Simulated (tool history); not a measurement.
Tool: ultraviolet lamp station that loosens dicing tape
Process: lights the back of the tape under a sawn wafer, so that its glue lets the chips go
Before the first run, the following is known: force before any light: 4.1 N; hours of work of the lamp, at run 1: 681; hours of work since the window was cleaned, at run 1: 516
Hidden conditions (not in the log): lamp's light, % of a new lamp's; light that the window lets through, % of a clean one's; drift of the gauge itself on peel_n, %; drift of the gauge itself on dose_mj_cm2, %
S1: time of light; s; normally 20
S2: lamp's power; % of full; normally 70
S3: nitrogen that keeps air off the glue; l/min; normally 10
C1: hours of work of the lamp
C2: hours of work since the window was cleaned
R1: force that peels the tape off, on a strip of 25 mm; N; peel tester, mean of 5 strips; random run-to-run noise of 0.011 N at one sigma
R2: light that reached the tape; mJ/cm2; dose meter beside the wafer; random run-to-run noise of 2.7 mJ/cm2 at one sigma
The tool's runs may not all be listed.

run	day	S1	S2	S3	C1	C2	R1	R2
1	0	20	70	10	681	516	0.676	307
# day 1.312: window cleaned of glue's vapour
2	2.592	20	70	10	708	13	0.579	337
3	5.271	20	70	10	736	41	0.594	335
4	6.954	20	70	10	753	59	0.588	334
5	9.379	20	70	10	779	84	0.593	330
6	11.942	20	70	10	805	111	0.575	330
7	13.788	20	70	10	825	130	0.591	321
8	15.638	20	66	10	844	149	0.645	305
9	17.238	20	66	10	861	166	0.669	295
10	19.396	20	70	12	883	188	0.554	320
11	21.192	20	70	12	902	207	0.571	316
12	24.067	20	70	12	932	237	0.561	316
13	26.208	20	70	12	954	259	0.586	315
14	27.783	20	70	12	970	276	0.606	311
15	29.508	20	70	10	988	294	0.638	307
16	30.983	20	70	10	1004	309	0.636	309
17	33.383	21	61	18	1029	334	0.548	280
18	34.746	11	77	8	1043	348	1.379	187
19	37.358	11	77	8	1070	375	1.395	181
20	39.238	11	77	8	1090	395	1.433	182
21	40.754	20	70	10	1106	411	0.701	298

The next listed run, before its measurement:
22	42.008	22	87	10	1119	424	?	?

{"run 22": {"R1": 0.429, "R2": 399}}
Had the tool carried no hidden state, the very same run would have given R1 0.3 N, R2 507 mJ/cm2.
